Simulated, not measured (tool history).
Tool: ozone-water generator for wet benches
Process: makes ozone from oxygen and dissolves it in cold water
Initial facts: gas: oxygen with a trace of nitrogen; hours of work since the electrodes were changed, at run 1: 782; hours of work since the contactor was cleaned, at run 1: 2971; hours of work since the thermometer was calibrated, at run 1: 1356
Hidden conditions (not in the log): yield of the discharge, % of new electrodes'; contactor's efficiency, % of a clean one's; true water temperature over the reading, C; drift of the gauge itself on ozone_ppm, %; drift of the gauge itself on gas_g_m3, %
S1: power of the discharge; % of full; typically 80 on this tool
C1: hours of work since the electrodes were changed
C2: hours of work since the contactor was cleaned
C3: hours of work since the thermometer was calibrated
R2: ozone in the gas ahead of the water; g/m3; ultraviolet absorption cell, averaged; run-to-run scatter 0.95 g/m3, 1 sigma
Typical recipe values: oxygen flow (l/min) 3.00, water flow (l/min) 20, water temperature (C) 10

run 1 hour=0.0 | S1=80 oxygen_flow_(l/min)=3.00 water_flow_(l/min)=20 water_temperature_(C)=10 | C1=782 C2=2971 C3=1356 | dissolved_ozone_(ppm)=10.6 R2=162.1
run 2 hour=28.0 | S1=80 oxygen_flow_(l/min)=2.77 water_flow_(l/min)=20 water_temperature_(C)=10 | C1=802 C2=2991 C3=1376 | dissolved_ozone_(ppm)=10.3 R2=168.1
run 3 hour=50.5 | S1=80 oxygen_flow_(l/min)=2.77 water_flow_(l/min)=20 water_temperature_(C)=10 | C1=818 C2=3007 C3=1392 | dissolved_ozone_(ppm)=10.6 R2=168.7
run 4 hour=75.8 | S1=80 oxygen_flow_(l/min)=2.77 water_flow_(l/min)=20 water_temperature_(C)=10 | C1=836 C2=3024 C3=1410 | dissolved_ozone_(ppm)=10.3 R2=168.3
run 5 hour=102.3 | S1=80 oxygen_flow_(l/min)=2.77 water_flow_(l/min)=20 water_temperature_(C)=10 | C1=854 C2=3043 C3=1429 | dissolved_ozone_(ppm)=10.4 R2=170.0
run 6 hour=133.3 | S1=80 oxygen_flow_(l/min)=2.77 water_flow_(l/min)=20 water_temperature_(C)=10 | C1=876 C2=3065 C3=1451 | dissolved_ozone_(ppm)=10.4 R2=169.5
run 7 hour=172.7 | S1=80 oxygen_flow_(l/min)=3.00 water_flow_(l/min)=20 water_temperature_(C)=13 | C1=904 C2=3093 C3=1478 | dissolved_ozone_(ppm)=10.2 R2=163.1
run 8 hour=202.4 | S1=41 oxygen_flow_(l/min)=3.00 water_flow_(l/min)=20 water_temperature_(C)=13 | C1=925 C2=3114 C3=1499 | dissolved_ozone_(ppm)=5.8 R2=90.5
run 9 hour=237.5 | S1=41 oxygen_flow_(l/min)=3.00 water_flow_(l/min)=20 water_temperature_(C)=13 | C1=950 C2=3139 C3=1524 | dissolved_ozone_(ppm)=6.0 R2=91.3
run 10 hour=267.5 | S1=41 oxygen_flow_(l/min)=3.00 water_flow_(l/min)=20 water_temperature_(C)=13 | C1=971 C2=3160 C3=1545 | dissolved_ozone_(ppm)=5.9 R2=92.4
run 11 hour=298.7 | S1=46 oxygen_flow_(l/min)=3.00 water_flow_(l/min)=20 water_temperature_(C)=13 | C1=993 C2=3182 C3=1567 | dissolved_ozone_(ppm)=6.3 R2=100.3
run 12 hour=334.4 | S1=46 oxygen_flow_(l/min)=3.00 water_flow_(l/min)=20 water_temperature_(C)=13 | C1=1018 C2=3207 C3=1593 | dissolved_ozone_(ppm)=6.3 R2=101.7
run 13 hour=358.7 | S1=46 oxygen_flow_(l/min)=3.00 water_flow_(l/min)=20 water_temperature_(C)=13 | C1=1036 C2=3224 C3=1610 | dissolved_ozone_(ppm)=6.6 R2=102.4
run 14 hour=377.7 | S1=46 oxygen_flow_(l/min)=3.00 water_flow_(l/min)=20 water_temperature_(C)=13 | C1=1049 C2=3238 C3=1623 | dissolved_ozone_(ppm)=6.6 R2=100.7
run 15 hour=407.2 | S1=80 oxygen_flow_(l/min)=3.00 water_flow_(l/min)=20 water_temperature_(C)=10 | C1=1070 C2=3259 C3=1644 | dissolved_ozone_(ppm)=10.5 R2=164.6
run 16 hour=439.4 | S1=80 oxygen_flow_(l/min)=3.00 water_flow_(l/min)=20 water_temperature_(C)=10 | C1=1093 C2=3281 C3=1667 | dissolved_ozone_(ppm)=10.7 R2=163.4
run 17 hour=474.4 | S1=80 oxygen_flow_(l/min)=3.00 water_flow_(l/min)=20 water_temperature_(C)=10 | C1=1117 C2=3306 C3=1692 | dissolved_ozone_(ppm)=10.5 R2=164.7
run 18 hour=504.4 | S1=80 oxygen_flow_(l/min)=3.68 water_flow_(l/min)=20 water_temperature_(C)=17 | C1=1138 C2=3327 C3=1713 | dissolved_ozone_(ppm)=10.4 R2=147.7
run 19 hour=539.0 | S1=80 oxygen_flow_(l/min)=3.68 water_flow_(l/min)=20 water_temperature_(C)=17 | C1=1163 C2=3352 C3=1737 | dissolved_ozone_(ppm)=10.3 R2=149.4
run 20 hour=558.6 | S1=80 oxygen_flow_(l/min)=4.04 water_flow_(l/min)=17 water_temperature_(C)=13 | C1=1177 C2=3366 C3=1751 | dissolved_ozone_(ppm)=13.2 R2=143.0
run 21 hour=592.1 | S1=83 oxygen_flow_(l/min)=4.04 water_flow_(l/min)=18 water_temperature_(C)=7 | C1=1201 C2=3389 C3=1775 | dissolved_ozone_(ppm)=13.8 R2=149.8
run 22 hour=615.9 | S1=83 oxygen_flow_(l/min)=4.04 water_flow_(l/min)=18 water_temperature_(C)=7 | C1=1217 C2=3406 C3=1792 | dissolved_ozone_(ppm)=13.7 R2=149.4
run 23 hour=632.9 | S1=83 oxygen_flow_(l/min)=4.04 water_flow_(l/min)=18 water_temperature_(C)=7 | C1=1229 C2=3418 C3=1804 | dissolved_ozone_(ppm)=13.6 R2=149.8
run 24 hour=655.8 | S1=83 oxygen_flow_(l/min)=4.04 water_flow_(l/min)=18 water_temperature_(C)=7 | C1=1246 C2=3434 C3=1820 | dissolved_ozone_(ppm)=13.7 R2=147.9
run 25 hour=682.8 | S1=83 oxygen_flow_(l/min)=2.29 water_flow_(l/min)=14 water_temperature_(C)=7 | C1=1265 C2=3453 C3=1839 | dissolved_ozone_(ppm)=16.1 R2=193.2
run 26 hour=708.3 | S1=83 oxygen_flow_(l/min)=3.79 water_flow_(l/min)=14 water_temperature_(C)=7 | C1=1283 C2=3471 C3=1857 | dissolved_ozone_(ppm)=17.6 R2=153.5
run 27 hour=736.7 | S1=51 oxygen_flow_(l/min)=3.84 water_flow_(l/min)=26 water_temperature_(C)=10 | C1=1303 C2=3491 C3=1877 | dissolved_ozone_(ppm)=5.5 R2=100.1
run 28 hour=756.9 | S1=47 oxygen_flow_(l/min)=2.05 water_flow_(l/min)=20 water_temperature_(C)=16 | C1=1317 C2=3506 C3=1891 | dissolved_ozone_(ppm)=5.6 R2=125.1
run 29 hour=780.9 | S1=75 oxygen_flow_(l/min)=4.42 water_flow_(l/min)=12 water_temperature_(C)=15 | C1=1334 C2=3523 C3=1908 | dissolved_ozone_(ppm)=16.9 R2=130.3
-- hour=819.6 gauge calibrated
run 30 hour=819.9 | S1=75 oxygen_flow_(l/min)=4.42 water_flow_(l/min)=12 water_temperature_(C)=15 | C1=1361 C2=3550 C3=1936 | dissolved_ozone_(ppm)=17.3 R2=125.3
run 31 hour=852.3 | S1=75 oxygen_flow_(l/min)=4.42 water_flow_(l/min)=12 water_temperature_(C)=15 | C1=1384 C2=3573 C3=1959 | dissolved_ozone_(ppm)=16.9 R2=128.1
run 32 hour=876.6 | S1=75 oxygen_flow_(l/min)=4.42 water_flow_(l/min)=12 water_temperature_(C)=15 | C1=1402 C2=3590 C3=1976 | dissolved_ozone_(ppm)=17.1 R2=126.7
run 33 hour=898.9 | S1=75 oxygen_flow_(l/min)=4.42 water_flow_(l/min)=12 water_temperature_(C)=15 | C1=1417 C2=3606 C3=1992 | dissolved_ozone_(ppm)=17.1 R2=127.9

Forecast each of these 3 alternatives for the next run:
run A hour=930.6 | S1=48 oxygen_flow_(l/min)=4.42 water_flow_(l/min)=29 water_temperature_(C)=14 | C1=1440 C2=3629 C3=2014 | dissolved_ozone_(ppm)=? R2=?
run B hour=930.6 | S1=80 oxygen_flow_(l/min)=3.00 water_flow_(l/min)=20 water_temperature_(C)=15 | C1=1440 C2=3629 C3=2014 | dissolved_ozone_(ppm)=? R2=?
run C hour=930.6 | S1=92 oxygen_flow_(l/min)=3.00 water_flow_(l/min)=16 water_temperature_(C)=6 | C1=1440 C2=3629 C3=2014 | dissolved_ozone_(ppm)=? R2=?

run=A dissolved_ozone_(ppm)=4.6 R2=88.0
run=B dissolved_ozone_(ppm)=10.2 R2=163.9
run=C dissolved_ozone_(ppm)=15.9 R2=183.8
With the hidden condition removed and each run's random variation left untouched, the same runs would have given:
run=A dissolved_ozone_(ppm)=4.6 R2=87.6
run=B dissolved_ozone_(ppm)=10.3 R2=163.4
run=C dissolved_ozone_(ppm)=16.0 R2=183.2
